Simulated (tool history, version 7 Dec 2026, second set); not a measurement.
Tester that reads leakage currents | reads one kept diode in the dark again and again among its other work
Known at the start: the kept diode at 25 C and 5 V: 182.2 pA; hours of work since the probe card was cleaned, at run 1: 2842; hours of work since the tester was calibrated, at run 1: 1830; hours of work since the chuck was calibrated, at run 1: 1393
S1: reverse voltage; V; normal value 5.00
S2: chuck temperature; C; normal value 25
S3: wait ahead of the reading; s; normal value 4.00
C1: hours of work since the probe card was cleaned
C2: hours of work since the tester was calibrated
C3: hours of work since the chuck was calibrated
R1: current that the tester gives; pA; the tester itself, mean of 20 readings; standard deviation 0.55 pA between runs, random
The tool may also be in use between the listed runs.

run     day    S1  S2    S3    C1    C2    C3       R1
  1   0.000  5.00  25  4.00  2842  1830  1393   162.58
  2   3.908  5.00  25  4.00  2907  1896  1458   163.23
  3   6.146  5.00  25  4.00  2944  1933  1495   161.89
  4   9.117  5.00  25  4.00  2994  1983  1545   161.27
     13.975  -- chuck's temperature calibrated
  5  13.975  5.00  25  4.00  3074  2062     0   145.52
  6  18.921  5.00  25  4.00  3156  2145    83   143.93
  7  21.358  5.00  25  4.00  3197  2185   123   145.26
  8  25.779  4.67  25  4.00  3271  2259   197   137.39
  9  28.917  5.00  25  0.38  3323  2312   249   144.54
     32.421  -- chuck's temperature calibrated, once more
 10  32.662  5.00  25  0.38  3384  2373     4   197.70
 11  35.962  5.00  25  0.38  3439  2428    59   197.59
 12  39.988  5.00  25  0.38  3506  2495   126   195.52
 13  42.133  5.00  25  0.38  3542  2531   162   195.15
     44.642  -- probe card cleaned and baked
 14  45.267  5.00  51  4.13    10  2581   212  1604.79
 15  49.504  5.00  51  4.13    81  2652   283  1592.27
 16  52.454  5.00  51  4.13   130  2701   332  1583.65
 17  57.433  5.00  51  4.13   214  2784   415  1579.62
 18  60.679  7.61  20  0.92   268  2838   470   143.08
 19  62.733  7.61  20  0.92   302  2873   504   143.82
 20  66.321  7.61  20  0.92   362  2933   564   142.94
 21  70.021  4.52  20  5.14   424  2994   626   105.19

Pick out some run-to-run changes in R1. Of each, how much would a tool without hidden state show as well, from the settings, what came in and chance, and how much is left for the hidden state and any gauge scatter not in both results compared?
The tool's hidden condition here consists of: stray current of the dirty probe card, pA a volt; current scale over the true one, %; true chuck temperature over the reading, C; drift of the gauge itself on leakage_pa, %.
Run 9 -> 10: chuck's temperature calibrated, once more. R1 +53.16 pA: hidden state +52.86, all else +0.30.
Run 13 -> 14: S2 25 -> 51, S3 0.38 -> 4.13, probe card cleaned and baked. R1 +1409.64 pA: hidden state -4.65, all else +1414.29.
Run 17 -> 18: S1 5.00 -> 7.61, S2 51 -> 20, S3 4.13 -> 0.92. R1 -1436.54 pA: hidden state +17.62, all else -1454.16.
